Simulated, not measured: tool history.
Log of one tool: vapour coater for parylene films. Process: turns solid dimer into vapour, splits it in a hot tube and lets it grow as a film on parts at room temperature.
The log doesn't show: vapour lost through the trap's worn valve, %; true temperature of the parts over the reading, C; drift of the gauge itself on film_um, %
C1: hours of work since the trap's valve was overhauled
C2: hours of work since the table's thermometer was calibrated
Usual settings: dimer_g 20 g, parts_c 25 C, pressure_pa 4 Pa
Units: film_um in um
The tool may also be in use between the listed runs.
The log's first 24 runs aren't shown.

{"day": 36.742, "done": "gauge calibrated"}
{"run": 25, "day": 36.862, "dimer_g": 21, "parts_c": 25, "pressure_pa": 4, "C1": 431, "C2": 315, "film_um": 19.11}
{"run": 26, "day": 38.312, "dimer_g": 21, "parts_c": 32, "pressure_pa": 4.41, "C1": 463, "C2": 347, "film_um": 14.41}
{"run": 27, "day": 40.067, "dimer_g": 13, "parts_c": 21, "pressure_pa": 2.61, "C1": 501, "C2": 384, "film_um": 14.46}
{"run": 28, "day": 40.942, "dimer_g": 25, "parts_c": 34, "pressure_pa": 11.86, "C1": 519, "C2": 403, "film_um": 12.66}
{"run": 29, "day": 42.804, "dimer_g": 19, "parts_c": 34, "pressure_pa": 11.86, "C1": 560, "C2": 443, "film_um": 9.64}
{"run": 30, "day": 44.45, "dimer_g": 19, "parts_c": 34, "pressure_pa": 11.86, "C1": 595, "C2": 479, "film_um": 9.64}
{"day": 45.729, "done": "trap's valve overhauled"}
{"run": 31, "day": 45.729, "dimer_g": 12, "parts_c": 33, "pressure_pa": 7.16, "C1": 0, "C2": 503, "film_um": 7.12}
{"run": 32, "day": 47.738, "dimer_g": 20, "parts_c": 20, "pressure_pa": 2.85, "C1": 43, "C2": 546, "film_um": 22.27}
{"run": 33, "day": 48.629, "dimer_g": 20, "parts_c": 21, "pressure_pa": 4, "C1": 63, "C2": 565, "film_um": 21.38}
{"run": 34, "day": 49.683, "dimer_g": 20, "parts_c": 21, "pressure_pa": 4, "C1": 85, "C2": 588, "film_um": 21.35}
{"run": 35, "day": 50.521, "dimer_g": 34, "parts_c": 25, "pressure_pa": 2.43, "C1": 103, "C2": 606, "film_um": 35.17}
{"run": 36, "day": 52.562, "dimer_g": 34, "parts_c": 25, "pressure_pa": 2.43, "C1": 147, "C2": 650, "film_um": 35.13}
{"run": 37, "day": 53.408, "dimer_g": 17, "parts_c": 25, "pressure_pa": 11.12, "C1": 165, "C2": 668, "film_um": 12.34}
{"run": 38, "day": 54.558, "dimer_g": 24, "parts_c": 22, "pressure_pa": 2.04, "C1": 190, "C2": 693, "film_um": 27.14}
{"run": 39, "day": 55.896, "dimer_g": 24, "parts_c": 22, "pressure_pa": 2.04, "C1": 219, "C2": 722, "film_um": 27.05}
{"run": 40, "day": 57.725, "dimer_g": 24, "parts_c": 22, "pressure_pa": 2.04, "C1": 259, "C2": 761, "film_um": 27.25}
{"run": 41, "day": 58.792, "dimer_g": 12, "parts_c": 22, "pressure_pa": 5.82, "C1": 282, "C2": 784, "film_um": 11.37}
{"run": 42, "day": 60.175, "dimer_g": 12, "parts_c": 22, "pressure_pa": 5.82, "C1": 311, "C2": 814, "film_um": 11.44}
{"run": 43, "day": 61.275, "dimer_g": 12, "parts_c": 22, "pressure_pa": 5.82, "C1": 335, "C2": 838, "film_um": 11.45}
{"run": 44, "day": 63.175, "dimer_g": 8, "parts_c": 22, "pressure_pa": 5.82, "C1": 376, "C2": 879, "film_um": 7.61}
{"run": 45, "day": 64.875, "dimer_g": 8, "parts_c": 22, "pressure_pa": 5.82, "C1": 413, "C2": 915, "film_um": 7.64}
{"run": 46, "day": 66.521, "dimer_g": 18, "parts_c": 20, "pressure_pa": 4.76, "C1": 448, "C2": 951, "film_um": 19.35}
{"run": 47, "day": 67.908, "dimer_g": 21, "parts_c": 20, "pressure_pa": 4, "C1": 478, "C2": 981, "film_um": 23.66}

Forecast each of these 4 alternatives for the next run:
{"run": "A", "day": 68.95, "dimer_g": 19, "parts_c": 29, "pressure_pa": 4.68, "C1": 500, "C2": 1003, "film_um": "?"}
{"run": "B", "day": 68.95, "dimer_g": 21, "parts_c": 25, "pressure_pa": 4, "C1": 500, "C2": 1003, "film_um": "?"}
{"run": "C", "day": 68.95, "dimer_g": 21, "parts_c": 21, "pressure_pa": 4, "C1": 500, "C2": 1003, "film_um": "?"}
{"run": "D", "day": 68.95, "dimer_g": 20, "parts_c": 21, "pressure_pa": 4, "C1": 500, "C2": 1003, "film_um": "?"}

run=A film_um=14.63
run=B film_um=19.54
run=C film_um=22.58
run=D film_um=21.59
Without the tool's hidden state the same runs would have given:
run=A film_um=14.28
run=B film_um=19.07
run=C film_um=22.03
run=D film_um=21.06
